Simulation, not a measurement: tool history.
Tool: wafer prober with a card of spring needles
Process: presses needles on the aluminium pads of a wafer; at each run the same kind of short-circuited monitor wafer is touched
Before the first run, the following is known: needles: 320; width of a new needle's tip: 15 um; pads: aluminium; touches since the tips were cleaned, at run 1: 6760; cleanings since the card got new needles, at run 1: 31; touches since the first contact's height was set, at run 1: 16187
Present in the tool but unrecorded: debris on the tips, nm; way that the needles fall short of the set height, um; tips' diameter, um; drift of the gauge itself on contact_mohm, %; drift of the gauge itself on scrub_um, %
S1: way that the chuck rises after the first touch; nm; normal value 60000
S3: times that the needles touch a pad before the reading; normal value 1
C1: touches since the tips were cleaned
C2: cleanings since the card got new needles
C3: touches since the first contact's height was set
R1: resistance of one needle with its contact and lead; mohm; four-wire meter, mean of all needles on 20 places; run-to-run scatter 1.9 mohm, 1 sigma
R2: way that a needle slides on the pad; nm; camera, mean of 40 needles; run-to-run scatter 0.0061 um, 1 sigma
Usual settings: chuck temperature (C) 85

run 1 hour=0 | S1=60000 chuck_temperature_(C)=85 S3=1 | C1=6760 C2=31 C3=16187 | R1=327 R2=9342
-- hour=3.1 tips cleaned on abrasive film
run 2 hour=15.5 | S1=60000 chuck_temperature_(C)=85 S3=1 | C1=4109 C2=32 C3=21280 | R1=313 R2=9328
-- hour=26.4 tips cleaned on abrasive film
run 3 hour=31 | S1=60000 chuck_temperature_(C)=85 S3=1 | C1=1507 C2=33 C3=26391 | R1=267 R2=9317
run 4 hour=43.8 | S1=75000 chuck_temperature_(C)=85 S3=1 | C1=5749 C2=33 C3=30633 | R1=287 R2=11660
-- hour=49.9 tips cleaned on abrasive film
run 5 hour=62.9 | S1=60000 chuck_temperature_(C)=85 S3=1 | C1=4286 C2=34 C3=36923 | R1=321 R2=9298
-- hour=73.1 tips cleaned on abrasive film
run 6 hour=82 | S1=60000 chuck_temperature_(C)=85 S3=1 | C1=2943 C2=35 C3=43224 | R1=302 R2=9285
-- hour=96.4 tips cleaned on abrasive film
run 7 hour=103.9 | S1=60000 chuck_temperature_(C)=85 S3=1 | C1=2500 C2=36 C3=50463 | R1=299 R2=9278
-- hour=119.5 tips cleaned on abrasive film
run 8 hour=120.2 | S1=60000 chuck_temperature_(C)=115 S3=1 | C1=241 C2=37 C3=55831 | R1=235 R2=9255
run 9 hour=134.4 | S1=60000 chuck_temperature_(C)=85 S3=1 | C1=4960 C2=37 C3=60550 | R1=324 R2=9257
-- hour=143.5 tips cleaned on abrasive film
run 10 hour=149.1 | S1=60000 chuck_temperature_(C)=85 S3=1 | C1=1830 C2=38 C3=65366 | R1=291 R2=9253
run 11 hour=163.7 | S1=60000 chuck_temperature_(C)=85 S3=1 | C1=6681 C2=38 C3=70217 | R1=336 R2=9243
-- hour=166.8 tips cleaned on abrasive film
run 12 hour=176 | S1=60000 chuck_temperature_(C)=85 S3=1 | C1=3052 C2=39 C3=74269 | R1=309 R2=9241
run 13 hour=186.6 | S1=60000 chuck_temperature_(C)=85 S3=1 | C1=6545 C2=39 C3=77762 | R1=335 R2=9247
-- hour=189.9 tips cleaned on abrasive film
-- hour=198.7 height of the first contact set anew
run 14 hour=199.9 | S1=60000 chuck_temperature_(C)=85 S3=1 | C1=3205 C2=40 C3=390 | R1=306 R2=9186
-- hour=213.2 tips cleaned on abrasive film
run 15 hour=214.8 | S1=60000 chuck_temperature_(C)=85 S3=1 | C1=530 C2=41 C3=5324 | R1=245 R2=9177
run 16 hour=226.3 | S1=60000 chuck_temperature_(C)=85 S3=2 | C1=4321 C2=41 C3=9115 | R1=278 R2=9180
-- hour=236.7 tips cleaned on abrasive film
run 17 hour=243.9 | S1=73000 chuck_temperature_(C)=103 S3=1 | C1=2388 C2=42 C3=14931 | R1=269 R2=11207
-- hour=250.2 height of the first contact set anew, once more
-- hour=260.1 tips cleaned on abrasive film
run 18 hour=262.5 | S1=66000 chuck_temperature_(C)=85 S3=2 | C1=794 C2=43 C3=4041 | R1=226 R2=10287
run 19 hour=275.1 | S1=66000 chuck_temperature_(C)=85 S3=2 | C1=4989 C2=43 C3=8236 | R1=267 R2=10290
-- hour=282.9 tips cleaned on abrasive film
run 20 hour=289.6 | S1=66000 chuck_temperature_(C)=26 S3=2 | C1=2195 C2=44 C3=12983 | R1=241 R2=10272
-- hour=305.8 tips cleaned on abrasive film
run 21 hour=305.8 | S1=66000 chuck_temperature_(C)=26 S3=2 | C1=0 C2=45 C3=18341 | R1=198 R2=10271
run 22 hour=318 | S1=66000 chuck_temperature_(C)=26 S3=2 | C1=4037 C2=45 C3=22378 | R1=257 R2=10267
-- hour=329.4 tips cleaned on abrasive film
run 23 hour=333.7 | S1=41000 chuck_temperature_(C)=51 S3=3 | C1=1424 C2=46 C3=27545 | R1=259 R2=6342
run 24 hour=346.7 | S1=67000 chuck_temperature_(C)=71 S3=1 | C1=5719 C2=46 C3=31840 | R1=308 R2=10410
-- hour=352.5 tips cleaned on abrasive film
run 25 hour=358.7 | S1=48000 chuck_temperature_(C)=71 S3=1 | C1=2042 C2=47 C3=35784 | R1=339 R2=7422
run 26 hour=371.2 | S1=48000 chuck_temperature_(C)=71 S3=1 | C1=6204 C2=47 C3=39946 | R1=402 R2=7422
-- hour=376.7 tips cleaned on abrasive film
run 27 hour=382.7 | S1=59000 chuck_temperature_(C)=85 S3=2 | C1=2007 C2=48 C3=43734 | R1=265 R2=9131
run 28 hour=393.1 | S1=59000 chuck_temperature_(C)=85 S3=2 | C1=5444 C2=48 C3=47171 | R1=286 R2=9132
-- hour=400.1 tips cleaned on abrasive film
run 29 hour=404.5 | S1=55000 chuck_temperature_(C)=54 S3=2 | C1=1456 C2=49 C3=50899 | R1=257 R2=8499

Predict each of these 3 candidate next runs independently; none follows another, all start after run 29:
run A hour=413.8 | S1=76000 chuck_temperature_(C)=85 S3=1 | C1=4558 C2=49 C3=54001 | R1=? R2=?
run B hour=413.8 | S1=53000 chuck_temperature_(C)=64 S3=2 | C1=4558 C2=49 C3=54001 | R1=? R2=?
run C hour=413.8 | S1=65000 chuck_temperature_(C)=59 S3=2 | C1=4558 C2=49 C3=54001 | R1=? R2=?

run=A R1=281 R2=11766
run=B R1=301 R2=8187
run=C R1=264 R2=10048
The same runs, with their run-to-run variation unchanged, on a tool lacking any hidden condition would have given:
run=A R1=202 R2=11857
run=B R1=205 R2=8277
run=C R1=198 R2=10139
